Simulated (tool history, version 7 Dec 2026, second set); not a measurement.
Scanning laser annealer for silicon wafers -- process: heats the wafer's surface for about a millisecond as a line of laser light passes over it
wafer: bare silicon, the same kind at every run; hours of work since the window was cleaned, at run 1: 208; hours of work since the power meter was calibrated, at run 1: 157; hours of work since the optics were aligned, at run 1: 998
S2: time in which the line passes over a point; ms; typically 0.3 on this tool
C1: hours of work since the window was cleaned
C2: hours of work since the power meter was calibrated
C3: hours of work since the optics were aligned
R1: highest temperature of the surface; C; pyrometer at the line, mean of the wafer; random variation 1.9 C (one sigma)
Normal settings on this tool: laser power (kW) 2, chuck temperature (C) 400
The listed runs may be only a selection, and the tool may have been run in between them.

Run 1, hour 0: usual settings; C1 208; C2 157; C3 998. Result: R1 1198 C.
Run 2, hour 9: usual settings but chuck temperature (C) 380; C1 214; C2 163; C3 1004. Result: R1 1180 C.
Run 3, hour 27.7: usual settings but chuck temperature (C) 380; C1 227; C2 176; C3 1017. Result: R1 1177 C.
Run 4, hour 38.2: usual settings but chuck temperature (C) 416; C1 234; C2 184; C3 1025. Result: R1 1216 C.
Run 5, hour 46.4: usual settings but chuck temperature (C) 416; C1 240; C2 189; C3 1030. Result: R1 1215 C.
Run 6, hour 65.3: usual settings but chuck temperature (C) 416; C1 253; C2 203; C3 1044. Result: R1 1215 C.
Run 7, hour 83.8: usual settings but chuck temperature (C) 416; C1 266; C2 215; C3 1056. Result: R1 1212 C.
Run 8, hour 94.5: usual settings but S2 0.323 ms; C1 274; C2 223; C3 1064. Result: R1 1229 C.
Run 9, hour 112.6: usual settings but S2 0.238 ms; C1 286; C2 235; C3 1076. Result: R1 1096 C.
Run 10, hour 126.6: usual settings but S2 0.237 ms; C1 296; C2 245; C3 1086. Result: R1 1094 C.
Run 11, hour 140.9: usual settings; C1 306; C2 255; C3 1096. Result: R1 1191 C.
Run 12, hour 152.6: usual settings; C1 314; C2 263; C3 1104. Result: R1 1192 C.
Run 13, hour 161.3: usual settings; C1 320; C2 269; C3 1110. Result: R1 1192 C.
Run 14, hour 175.5: usual settings but laser power (kW) 2.01; C1 330; C2 279; C3 1120. Result: R1 1195 C.
Run 15, hour 190.6: usual settings but laser power (kW) 2.134; C1 340; C2 290; C3 1131. Result: R1 1239 C.
At hour 201.8: optics aligned, line set to its width.
Run 16, hour 212.8: usual settings but laser power (kW) 1.825; C1 352; C2 302; C3 8. Result: R1 1127 C.
Run 17, hour 230.2: usual settings but laser power (kW) 1.825; C1 364; C2 314; C3 20. Result: R1 1126 C.
Run 18, hour 247.4: usual settings but chuck temperature (C) 388; C1 376; C2 326; C3 32. Result: R1 1182 C.
Run 19, hour 257.3: usual settings but chuck temperature (C) 388; C1 383; C2 333; C3 39. Result: R1 1180 C.
Run 20, hour 271.1: usual settings but laser power (kW) 2.004, chuck temperature (C) 388; C1 393; C2 342; C3 48. Result: R1 1178 C.
At hour 274.3: window over the wafer cleaned.
Run 21, hour 286.1: usual settings but laser power (kW) 2.079, chuck temperature (C) 431; C1 8; C2 351; C3 57. Result: R1 1235 C.
Run 22, hour 294: usual settings but laser power (kW) 2.058, S2 0.325 ms, chuck temperature (C) 409; C1 14; C2 357; C3 63. Result: R1 1241 C.
Run 23, hour 304.7: usual settings but laser power (kW) 1.863, chuck temperature (C) 431; C1 21; C2 364; C3 70. Result: R1 1155 C.
At hour 310.7: window over the wafer cleaned, once more.
Run 24, hour 318: usual settings but laser power (kW) 1.7, chuck temperature (C) 431; C1 5; C2 372; C3 78. Result: R1 1133 C.
Run 25, hour 326.7: usual settings but laser power (kW) 1.7, chuck temperature (C) 431; C1 11; C2 378; C3 84. Result: R1 1131 C.
Run 26, hour 345.7: usual settings but laser power (kW) 1.962, S2 0.271 ms, chuck temperature (C) 404; C1 24; C2 391; C3 97. Result: R1 1161 C.
Run 27, hour 360.3: usual settings but laser power (kW) 1.962, S2 0.271 ms, chuck temperature (C) 404; C1 35; C2 401; C3 107. Result: R1 1156 C.
Run 28, hour 370.4: usual settings but laser power (kW) 1.962, S2 0.271 ms, chuck temperature (C) 404; C1 41; C2 408; C3 114. Result: R1 1160 C.
Run 29, hour 386.4: usual settings but laser power (kW) 1.962, S2 0.271 ms, chuck temperature (C) 404; C1 53; C2 420; C3 126. Result: R1 1160 C.
Run 30, hour 396.3: usual settings but laser power (kW) 2.061, S2 0.239 ms; C1 59; C2 426; C3 132. Result: R1 1133 C.
Run 31, hour 408.9: usual settings but laser power (kW) 2.19, S2 0.258 ms, chuck temperature (C) 409; C1 68; C2 435; C3 141. Result: R1 1218 C.

What does the tool deliver on the next run?
Run 32, hour 422.7: usual settings but laser power (kW) 1.836; C1 78; C2 445; C3 151. Result: R1 ?.

R1: 1150 C
With no hidden state in the tool, this same run would have given R1 1159 C.

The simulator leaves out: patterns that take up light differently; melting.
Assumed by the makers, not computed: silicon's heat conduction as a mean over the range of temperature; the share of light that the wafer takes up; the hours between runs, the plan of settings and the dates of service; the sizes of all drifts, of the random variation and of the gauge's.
